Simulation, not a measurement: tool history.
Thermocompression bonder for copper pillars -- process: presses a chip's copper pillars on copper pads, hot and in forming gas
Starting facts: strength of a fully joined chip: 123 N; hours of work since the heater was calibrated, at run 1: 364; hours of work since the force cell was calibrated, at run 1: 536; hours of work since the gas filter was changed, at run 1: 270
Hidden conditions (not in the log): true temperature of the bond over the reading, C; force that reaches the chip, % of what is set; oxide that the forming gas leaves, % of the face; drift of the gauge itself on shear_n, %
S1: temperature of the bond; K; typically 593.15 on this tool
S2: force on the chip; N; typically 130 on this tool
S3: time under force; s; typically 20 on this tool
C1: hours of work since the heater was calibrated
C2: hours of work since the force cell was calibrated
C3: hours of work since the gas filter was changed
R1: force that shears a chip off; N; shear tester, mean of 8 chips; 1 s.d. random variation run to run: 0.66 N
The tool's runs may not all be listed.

run    hour      S1   S2  S3   C1   C2   C3    R1
  1     0.0  593.15  130  20  364  536  270  73.4
  2    41.4  593.15  130  20  385  558  291  74.0
      100.2  -- forming gas filter changed
  3   110.0  593.15  130  20  421  594    5  74.0
  4   191.7  593.15  130  20  463  636   48  74.2
  5   226.4  593.15  130  20  481  654   66  73.3
  6   261.0  593.15  130  20  500  672   84  73.9
  7   311.9  593.15  130  20  526  699  110  73.3
  8   362.5  593.15  130  13  552  725  137  64.6
      382.6  -- force cell calibrated
  9   420.7  593.15  130  20  582   20  166  73.6
 10   478.8  618.15  130  20  612   50  197  89.1
 11   542.2  593.15  130  42  645   83  230  90.8
 12   585.5  593.15  130  20  668  106  252  73.8
 13   626.6  593.15  125  20  689  127  274  72.9
 14   698.6  593.15  125  20  727  165  311  72.7
      718.9  -- forming gas filter changed
 15   771.2  593.15  125  20  765  202   27  72.0
 16   819.1  593.15  125  20  790  227   52  72.2
 17   894.1  593.15  125  20  829  267   91  72.0
 18   961.0  593.15  125  20  864  301  126  70.1
 19  1040.1  597.15  101  53  905  343  167  82.7
 20  1089.7  593.15  130  15  931  368  193  66.1
     1107.0  -- heater calibrated with a thermocouple chip
 21  1149.3  593.15  130  15   22  399  223  68.6
 22  1207.9  590.15  138  35   53  429  254  88.8
 23  1285.6  608.15  119  35   93  470  294  89.5
     1334.2  -- forming gas filter changed
 24  1366.2  608.15  119  35  135  511   17  90.8
 25  1407.1  608.15  119  35  156  533   38  89.8
 26  1452.5  577.15  104  12  180  556   62  41.0
 27  1487.6  585.15  130  20  198  575   80  67.7
 28  1562.0  592.15  130  20  237  614  119  72.5
 29  1640.6  622.15  126  15  278  655  160  82.8
 30  1676.6  593.15  173  18  297  673  179  89.3
 31  1712.2  587.15  101  20  315  692  197  54.7
 32  1759.4  587.15   80  20  340  717  222  43.1
     1797.0  -- force cell calibrated
 33  1811.8  587.15   80  20  367    8  248  43.7

For each entry between runs, how does the tool's hidden state at the last listed run before it compare with that at the first listed run after it?
Logged between run 2 and run 3: forming gas filter changed (hour 100.2)
  oxide that the forming gas leaves, % of the face: 0.67 -> 0.51
Logged between run 8 and run 9: force cell calibrated (hour 382.6)
  force that reaches the chip, % of what is set: 99.8 -> 100; oxide that the forming gas leaves, % of the face: 0.57 -> 0.59
Logged between run 14 and run 15: forming gas filter changed (hour 718.9)
  oxide that the forming gas leaves, % of the face: 0.66 -> 0.52
Logged between run 20 and run 21: heater calibrated with a thermocouple chip (hour 1107.0)
  true temperature of the bond over the reading, C: -0.4 -> 0; oxide that the forming gas leaves, % of the face: 0.6 -> 0.62
Logged between run 23 and run 24: forming gas filter changed (hour 1334.2)
  oxide that the forming gas leaves, % of the face: 0.65 -> 0.51
Logged between run 32 and run 33: force cell calibrated (hour 1797.0)
  true temperature of the bond over the reading, C: -0.1 -> -0.2; force that reaches the chip, % of what is set: 99.8 -> 100; oxide that the forming gas leaves, % of the face: 0.61 -> 0.63

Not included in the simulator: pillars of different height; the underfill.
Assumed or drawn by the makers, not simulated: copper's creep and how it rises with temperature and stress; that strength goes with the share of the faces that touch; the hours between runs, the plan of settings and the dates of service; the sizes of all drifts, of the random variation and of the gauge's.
